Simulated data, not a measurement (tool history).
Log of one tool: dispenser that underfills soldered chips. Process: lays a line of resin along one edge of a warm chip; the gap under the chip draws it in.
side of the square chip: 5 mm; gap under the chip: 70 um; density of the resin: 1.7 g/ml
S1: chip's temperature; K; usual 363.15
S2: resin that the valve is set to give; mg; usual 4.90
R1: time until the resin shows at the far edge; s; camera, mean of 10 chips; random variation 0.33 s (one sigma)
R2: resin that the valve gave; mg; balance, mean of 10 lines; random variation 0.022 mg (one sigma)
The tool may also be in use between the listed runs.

run	hour	S1	S2	R1	R2
1	0.0	363.15	4.90	20.9	4.79
# hour 5.6: new syringe of resin
# hour 15.0: new syringe of resin
2	17.1	363.15	4.90	19.2	4.77
# hour 24.5: new syringe of resin
# hour 33.7: new syringe of resin
3	34.3	363.15	4.90	17.7	4.68
# hour 43.6: new syringe of resin
4	47.9	363.15	4.90	21.6	4.69
# hour 52.7: dispensing valve cleaned and set on the balance
# hour 54.6: new syringe of resin
5	62.1	363.15	4.90	24.7	4.90
# hour 64.4: new syringe of resin
6	72.9	363.15	5.42	25.5	5.32
# hour 74.5: new syringe of resin
# hour 84.2: new syringe of resin
7	85.0	375.15	4.90	9.9	4.78
# hour 94.7: new syringe of resin
# hour 95.7: stage's temperature calibrated
8	100.1	375.15	4.90	10.6	4.75
# hour 105.7: new syringe of resin
# hour 114.9: new syringe of resin
9	117.7	375.15	4.90	9.5	4.69
# hour 124.3: new syringe of resin
# hour 134.1: new syringe of resin
10	134.1	375.15	4.90	8.4	4.62
# hour 141.5: dispensing valve cleaned and set on the balance
# hour 144.3: new syringe of resin
11	152.3	375.15	4.90	13.2	4.82
# hour 154.8: new syringe of resin
# hour 164.2: new syringe of resin
12	168.6	375.15	4.90	10.7	4.85
# hour 173.6: new syringe of resin
# hour 183.3: new syringe of resin
13	184.6	375.15	4.90	9.5	4.79
# hour 193.6: new syringe of resin
14	198.8	375.15	4.90	11.7	4.78
# hour 204.2: new syringe of resin
# hour 214.4: new syringe of resin
15	215.7	368.15	4.65	12.9	4.43
# hour 224.0: new syringe of resin
# hour 228.0: dispensing valve cleaned and set on the balance
16	233.3	370.15	5.47	16.3	5.43
# hour 234.4: new syringe of resin
# hour 243.6: new syringe of resin
17	243.6	370.15	5.47	10.4	5.40
18	250.9	348.15	4.90	42.4	4.78
# hour 252.7: new syringe of resin
19	260.8	354.15	5.14	33.5	5.02
# hour 262.5: new syringe of resin
# hour 272.7: new syringe of resin
20	274.5	354.15	5.14	25.5	4.93
# hour 281.9: new syringe of resin
21	281.9	351.15	5.76	27.4	5.56
# hour 291.6: new syringe of resin
22	297.3	377.15	4.33	10.9	4.15
# hour 301.7: new syringe of resin
# hour 311.5: new syringe of resin
# hour 314.9: dispensing valve cleaned and set on the balance
23	316.0	378.15	5.05	9.2	5.05

Some steps in R1 between neighbouring runs. How much of each would the tool show without its hidden state too (settings, what came in, random variation), and how much is left for the hidden state, with any gauge scatter that isn't in both results?
The hidden state here: resin's viscosity, % of fresh resin's; dose that the valve gives, % of what is set; true chip temperature over the reading, C; drift of the gauge itself on fill_s, %; drift of the gauge itself on given_mg, %.
Run 6 -> 7: S1 363.15 -> 375.15, S2 5.42 -> 4.90, new syringe of resin, new syringe of resin. R1 -15.6 s: hidden state -9.2, all else -6.4.
Run 17 -> 18: S1 370.15 -> 348.15, S2 5.47 -> 4.90. R1 +32.0 s: hidden state +13.2, all else +18.8.
Run 21 -> 22: S1 351.15 -> 377.15, S2 5.76 -> 4.33, new syringe of resin. R1 -16.5 s: hidden state +1.6, all else -18.1.
